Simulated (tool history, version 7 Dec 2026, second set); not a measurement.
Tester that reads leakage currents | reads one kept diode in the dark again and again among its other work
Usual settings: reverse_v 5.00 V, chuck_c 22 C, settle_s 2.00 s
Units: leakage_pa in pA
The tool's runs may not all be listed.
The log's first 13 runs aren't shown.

run,hour,reverse_v,chuck_c,settle_s,leakage_pa
14,1656.0,5.00,22,2.00,47.63
15,1807.3,16.62,22,2.00,91.95
16,1897.3,16.62,22,2.00,92.71
17,1973.4,1.19,22,2.00,25.20
18,2116.4,5.00,22,1.22,50.06
# hour 2243.0: chuck's temperature calibrated
19,2298.5,5.00,22,1.22,56.33
# hour 2314.8: tester calibrated
20,2474.7,5.00,22,2.00,56.04
21,2549.4,5.00,22,2.00,56.18
22,2665.1,5.00,41,2.00,208.40
# hour 2772.9: probe card cleaned and baked
23,2847.0,2.05,21,2.00,28.54
24,2982.0,3.05,22,2.73,36.14
25,3085.1,3.05,22,2.73,36.42
26,3190.5,8.19,30,1.45,102.71
27,3289.2,8.19,30,1.45,102.98
28,3433.3,8.19,30,1.45,104.10
29,3597.0,5.00,52,0.99,421.77
30,3680.1,5.00,20,2.00,40.72

Forecast run 31:
31,3853.1,5.00,20,2.00,?

Run 31 gave leakage_pa 41.03 pA.
Without the tool's hidden state the same run would have given leakage_pa 37.21 pA.

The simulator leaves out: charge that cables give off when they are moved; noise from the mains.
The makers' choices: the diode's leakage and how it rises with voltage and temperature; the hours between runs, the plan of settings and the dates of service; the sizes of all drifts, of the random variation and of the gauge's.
